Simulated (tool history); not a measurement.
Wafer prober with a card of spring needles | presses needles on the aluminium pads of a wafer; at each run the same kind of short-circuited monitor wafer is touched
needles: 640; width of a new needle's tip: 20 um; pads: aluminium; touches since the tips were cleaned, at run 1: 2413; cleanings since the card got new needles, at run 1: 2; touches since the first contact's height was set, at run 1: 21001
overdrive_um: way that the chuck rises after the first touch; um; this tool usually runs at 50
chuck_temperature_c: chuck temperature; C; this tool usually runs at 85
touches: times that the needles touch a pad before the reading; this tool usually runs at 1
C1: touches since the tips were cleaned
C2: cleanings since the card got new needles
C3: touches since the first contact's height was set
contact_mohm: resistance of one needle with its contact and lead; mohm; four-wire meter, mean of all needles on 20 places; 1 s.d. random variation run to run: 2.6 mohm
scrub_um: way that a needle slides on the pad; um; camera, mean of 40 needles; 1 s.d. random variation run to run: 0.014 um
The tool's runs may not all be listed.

Run 1, hour 0.0: usual settings; C1 2413; C2 2; C3 21001. Result: contact_mohm 436 mohm, scrub_um 7.57 um.
Run 2, hour 28.2: usual settings but overdrive_um 53 um; C1 6805; C2 2; C3 25393. Result: contact_mohm 451 mohm, scrub_um 8.06 um.
At hour 38.0: tips cleaned on abrasive film.
Run 3, hour 53.6: usual settings but overdrive_um 53 um; C1 2414; C2 3; C3 29316. Result: contact_mohm 407 mohm, scrub_um 8.02 um.
Run 4, hour 72.6: usual settings but overdrive_um 53 um; C1 5373; C2 3; C3 32275. Result: contact_mohm 442 mohm, scrub_um 8.03 um.
Run 5, hour 90.0: usual settings but overdrive_um 62 um; C1 8078; C2 3; C3 34980. Result: contact_mohm 416 mohm, scrub_um 9.40 um.
At hour 91.9: tips cleaned on abrasive film.
Run 6, hour 116.3: usual settings but overdrive_um 59 um; C1 3799; C2 4; C3 39062. Result: contact_mohm 401 mohm, scrub_um 8.92 um.
Run 7, hour 137.9: usual settings but overdrive_um 59 um; C1 7150; C2 4; C3 42413. Result: contact_mohm 431 mohm, scrub_um 8.93 um.
At hour 145.9: tips cleaned on abrasive film.
Run 8, hour 157.3: usual settings; C1 1775; C2 5; C3 45417. Result: contact_mohm 409 mohm, scrub_um 7.55 um.
Run 9, hour 173.2: usual settings; C1 4258; C2 5; C3 47900. Result: contact_mohm 452 mohm, scrub_um 7.57 um.
Run 10, hour 190.8: usual settings but overdrive_um 57 um, chuck_temperature_c 102 C; C1 6989; C2 5; C3 50631. Result: contact_mohm 427 mohm, scrub_um 8.61 um.
At hour 199.8: tips cleaned on abrasive film.
Run 11, hour 212.4: usual settings but overdrive_um 57 um, chuck_temperature_c 51 C; C1 1973; C2 6; C3 53980. Result: contact_mohm 377 mohm, scrub_um 8.58 um.
Run 12, hour 225.6: usual settings but overdrive_um 57 um, chuck_temperature_c 51 C; C1 4017; C2 6; C3 56024. Result: contact_mohm 410 mohm, scrub_um 8.57 um.
Run 13, hour 246.1: usual settings but overdrive_um 56 um, chuck_temperature_c 33 C; C1 7205; C2 6; C3 59212. Result: contact_mohm 434 mohm, scrub_um 8.44 um.
At hour 253.3: tips cleaned on abrasive film.
Run 14, hour 258.8: usual settings but overdrive_um 56 um, chuck_temperature_c 33 C; C1 846; C2 7; C3 61168. Result: contact_mohm 342 mohm, scrub_um 8.42 um.
Run 15, hour 272.5: usual settings but overdrive_um 41 um, chuck_temperature_c 89 C, touches 2; C1 2982; C2 7; C3 63304. Result: contact_mohm 431 mohm, scrub_um 6.14 um.
Run 16, hour 284.7: usual settings but chuck_temperature_c 41 C, touches 2; C1 4883; C2 7; C3 65205. Result: contact_mohm 393 mohm, scrub_um 7.50 um.
Run 17, hour 302.6: usual settings but chuck_temperature_c 28 C; C1 7660; C2 7; C3 67982. Result: contact_mohm 474 mohm, scrub_um 7.51 um.

Alternative continuations, all from the tool just after run 17; predict every row:
At hour 307.1: tips cleaned on abrasive film.
Run A, hour 329.4: usual settings but overdrive_um 46 um, chuck_temperature_c 28 C; C1 3471; C2 8; C3 72141. Result: contact_mohm ?, scrub_um ?.
At hour 307.1: tips cleaned on abrasive film.
Run B, hour 329.4: usual settings but overdrive_um 32 um, chuck_temperature_c 28 C; C1 3471; C2 8; C3 72141. Result: contact_mohm ?, scrub_um ?.
At hour 307.1: tips cleaned on abrasive film.
Run C, hour 329.4: usual settings but chuck_temperature_c 71 C; C1 3471; C2 8; C3 72141. Result: contact_mohm ?, scrub_um ?.

run  contact_mohm  scrub_um
  A           477      6.91
  B           683      4.75
  C           449      7.51
The same runs, with their run-to-run variation unchanged, on a tool lacking any hidden condition would have given:
run  contact_mohm  scrub_um
  A           286      7.02
  B           297      4.86
  C           297      7.62
